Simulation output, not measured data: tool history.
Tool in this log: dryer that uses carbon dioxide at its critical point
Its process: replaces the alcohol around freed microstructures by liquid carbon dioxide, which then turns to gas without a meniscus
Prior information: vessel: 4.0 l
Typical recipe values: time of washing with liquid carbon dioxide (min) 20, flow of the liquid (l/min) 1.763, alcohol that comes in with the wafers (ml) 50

| run | hour | time of washing with liquid carbon dioxide (min) | flow of the liquid (l/min) | alcohol that comes in with the wafers (ml) | alcohol left in the vessel before it's heated (ppm by volume) |
|---|---|---|---|---|---|
| 1 | 0.0 | 20 | 1.763 | 50 | 55 |
| 2 | 16.2 | 20 | 1.763 | 50 | 57 |
| 3 | 24.1 | 22 | 1.763 | 50 | 35 |
| 4 | 36.5 | 20 | 2.950 | 50 | 24 |
| 5 | 49.6 | 20 | 2.950 | 50 | 31 |
| 6 | 61.1 | 20 | 2.950 | 50 | 21 |
| 7 | 76.0 | 20 | 2.950 | 50 | 28 |
| 8 | 89.9 | 20 | 1.763 | 50 | 63 |
| 9 | 98.8 | 20 | 1.763 | 50 | 51 |
| 10 | 106.5 | 20 | 1.130 | 50 | 271 |
| 11 | 122.9 | 20 | 1.130 | 50 | 271 |
| 12 | 131.5 | 20 | 1.130 | 50 | 280 |
| 13 | 145.9 | 20 | 2.940 | 50 | 30 |
| 14 | 153.2 | 20 | 1.763 | 50 | 47 |
| 15 | 162.6 | 20 | 1.763 | 50 | 58 |
| 16 | 178.6 | 20 | 1.763 | 50 | 64 |
| 17 | 186.9 | 20 | 1.763 | 50 | 54 |
| 18 | 197.7 | 20 | 1.763 | 50 | 54 |
| 19 | 209.5 | 20 | 2.810 | 46 | 27 |
| 20 | 217.2 | 20 | 2.810 | 46 | 37 |
| 21 | 227.2 | 20 | 1.390 | 32 | 100 |
| 22 | 242.4 | 16 | 1.760 | 37 | 118 |
| 23 | 255.3 | 18 | 1.800 | 57 | 93 |
| 24 | 270.3 | 20 | 2.520 | 30 | 32 |
| 25 | 279.7 | 14 | 1.800 | 108 | 411 |
| 26 | 287.9 | 30 | 1.070 | 37 | 66 |
| 27 | 298.6 | 31 | 1.110 | 54 | 71 |
| 28 | 308.4 | 21 | 1.750 | 50 | 64 |
| 29 | 321.8 | 20 | 1.550 | 118 | 193 |
| 30 | 331.4 | 20 | 1.300 | 65 | 235 |
| 31 | 344.8 | 19 | 1.763 | 27 | 63 |

Run 32 is up next; what results do you expect?
| 32 | 356.5 | 32 | 1.280 | 27 | ? |

{"run 32": {"alcohol left in the vessel before it's heated (ppm by volume)": 46}}
Had the tool carried no hidden state, the very same run would have given alcohol left in the vessel before it's heated (ppm by volume) 10.

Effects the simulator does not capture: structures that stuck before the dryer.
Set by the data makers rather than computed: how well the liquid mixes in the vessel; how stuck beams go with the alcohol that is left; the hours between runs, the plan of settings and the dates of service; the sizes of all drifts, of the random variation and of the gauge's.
